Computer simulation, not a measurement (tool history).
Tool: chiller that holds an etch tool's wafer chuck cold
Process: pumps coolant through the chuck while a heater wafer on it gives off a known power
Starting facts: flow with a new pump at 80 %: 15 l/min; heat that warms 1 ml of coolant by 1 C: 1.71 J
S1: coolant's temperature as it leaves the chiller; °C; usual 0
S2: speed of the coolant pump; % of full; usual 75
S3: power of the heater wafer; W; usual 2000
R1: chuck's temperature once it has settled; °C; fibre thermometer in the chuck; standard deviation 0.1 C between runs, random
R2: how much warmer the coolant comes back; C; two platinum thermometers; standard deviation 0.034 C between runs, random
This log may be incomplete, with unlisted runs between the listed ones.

{"run": 1, "hour": 0.0, "S1": 0, "S2": 75, "S3": 2000, "R1": 14.6, "R2": 5.37}
{"hour": 50.8, "done": "chiller's thermometer calibrated"}
{"run": 2, "hour": 50.8, "S1": 0, "S2": 67, "S3": 2000, "R1": 16.1, "R2": 5.99}
{"run": 3, "hour": 161.2, "S1": 0, "S2": 68, "S3": 2000, "R1": 15.8, "R2": 5.93}
{"run": 4, "hour": 232.5, "S1": 2, "S2": 75, "S3": 2000, "R1": 17.2, "R2": 5.42}
{"run": 5, "hour": 325.7, "S1": 0, "S2": 75, "S3": 2000, "R1": 15, "R2": 5.32}
{"run": 6, "hour": 437.4, "S1": 0, "S2": 88, "S3": 2000, "R1": 13.8, "R2": 4.58}
{"run": 7, "hour": 549.7, "S1": -4, "S2": 88, "S3": 2000, "R1": 9.6, "R2": 4.58}
{"run": 8, "hour": 617.0, "S1": 0, "S2": 65, "S3": 2000, "R1": 16.5, "R2": 6.16}
{"hour": 660.2, "done": "coolant changed, channels flushed"}
{"run": 9, "hour": 679.3, "S1": 0, "S2": 75, "S3": 2833, "R1": 19.1, "R2": 7.6}
{"run": 10, "hour": 757.0, "S1": 0, "S2": 99, "S3": 2000, "R1": 11.6, "R2": 4.04}
{"run": 11, "hour": 816.4, "S1": 0, "S2": 75, "S3": 2000, "R1": 13.4, "R2": 5.44}
{"run": 12, "hour": 919.4, "S1": 0, "S2": 75, "S3": 2000, "R1": 13.6, "R2": 5.4}
{"run": 13, "hour": 1016.5, "S1": 0, "S2": 75, "S3": 2000, "R1": 13.6, "R2": 5.41}
{"run": 14, "hour": 1126.1, "S1": 0, "S2": 75, "S3": 2000, "R1": 13.5, "R2": 5.42}
{"run": 15, "hour": 1225.1, "S1": -5, "S2": 75, "S3": 2000, "R1": 8.6, "R2": 5.42}
{"run": 16, "hour": 1274.5, "S1": -5, "S2": 75, "S3": 2000, "R1": 8.7, "R2": 5.44}
{"run": 17, "hour": 1342.2, "S1": 0, "S2": 82, "S3": 2077, "R1": 13.3, "R2": 5.19}
{"run": 18, "hour": 1411.8, "S1": -6, "S2": 82, "S3": 2882, "R1": 12.7, "R2": 7.18}
{"run": 19, "hour": 1513.8, "S1": -2, "S2": 63, "S3": 1406, "R1": 8.6, "R2": 4.63}
{"run": 20, "hour": 1596.5, "S1": -9, "S2": 73, "S3": 2924, "R1": 11.5, "R2": 8.25}
{"run": 21, "hour": 1702.2, "S1": -2, "S2": 73, "S3": 2924, "R1": 18.3, "R2": 8.25}
{"run": 22, "hour": 1773.0, "S1": 9, "S2": 64, "S3": 1100, "R1": 17.1, "R2": 3.53}
{"run": 23, "hour": 1876.9, "S1": 0, "S2": 92, "S3": 2000, "R1": 12.3, "R2": 4.46}
{"run": 24, "hour": 1979.9, "S1": 0, "S2": 92, "S3": 2000, "R1": 12.2, "R2": 4.45}
{"run": 25, "hour": 2039.7, "S1": 0, "S2": 92, "S3": 2962, "R1": 18.4, "R2": 6.6}
{"run": 26, "hour": 2125.4, "S1": -5, "S2": 75, "S3": 2000, "R1": 8.9, "R2": 5.52}
{"run": 27, "hour": 2204.1, "S1": -5, "S2": 72, "S3": 2425, "R1": 12.3, "R2": 7.05}
{"run": 28, "hour": 2292.2, "S1": -5, "S2": 72, "S3": 2425, "R1": 12.4, "R2": 7.01}
{"run": 29, "hour": 2397.2, "S1": -9, "S2": 93, "S3": 1186, "R1": -1.8, "R2": 2.64}
{"run": 30, "hour": 2469.1, "S1": 2, "S2": 71, "S3": 2827, "R1": 22.4, "R2": 8.32}
{"run": 31, "hour": 2577.9, "S1": 2, "S2": 71, "S3": 2827, "R1": 22.3, "R2": 8.31}
{"run": 32, "hour": 2679.2, "S1": 2, "S2": 71, "S3": 2827, "R1": 22.4, "R2": 8.36}

Alternative continuations, all from the tool just after run 32; predict every row:
{"run": "A", "hour": 2764.8, "S1": 2, "S2": 71, "S3": 1388, "R1": "?", "R2": "?"}
{"run": "B", "hour": 2764.8, "S1": 0, "S2": 75, "S3": 1671, "R1": "?", "R2": "?"}
{"run": "C", "hour": 2764.8, "S1": 2, "S2": 64, "S3": 2697, "R1": "?", "R2": "?"}
{"run": "D", "hour": 2764.8, "S1": 0, "S2": 64, "S3": 1256, "R1": "?", "R2": "?"}

run=A R1=11.9 R2=4.12
run=B R1=11.8 R2=4.63
run=C R1=22.8 R2=8.86
run=D R1=9.5 R2=4.12
What these runs would have given with no unlogged condition in the tool:
run=A R1=11.2 R2=3.67
run=B R1=10.9 R2=4.11
run=C R1=21.1 R2=7.88
run=D R1=8.8 R2=3.67

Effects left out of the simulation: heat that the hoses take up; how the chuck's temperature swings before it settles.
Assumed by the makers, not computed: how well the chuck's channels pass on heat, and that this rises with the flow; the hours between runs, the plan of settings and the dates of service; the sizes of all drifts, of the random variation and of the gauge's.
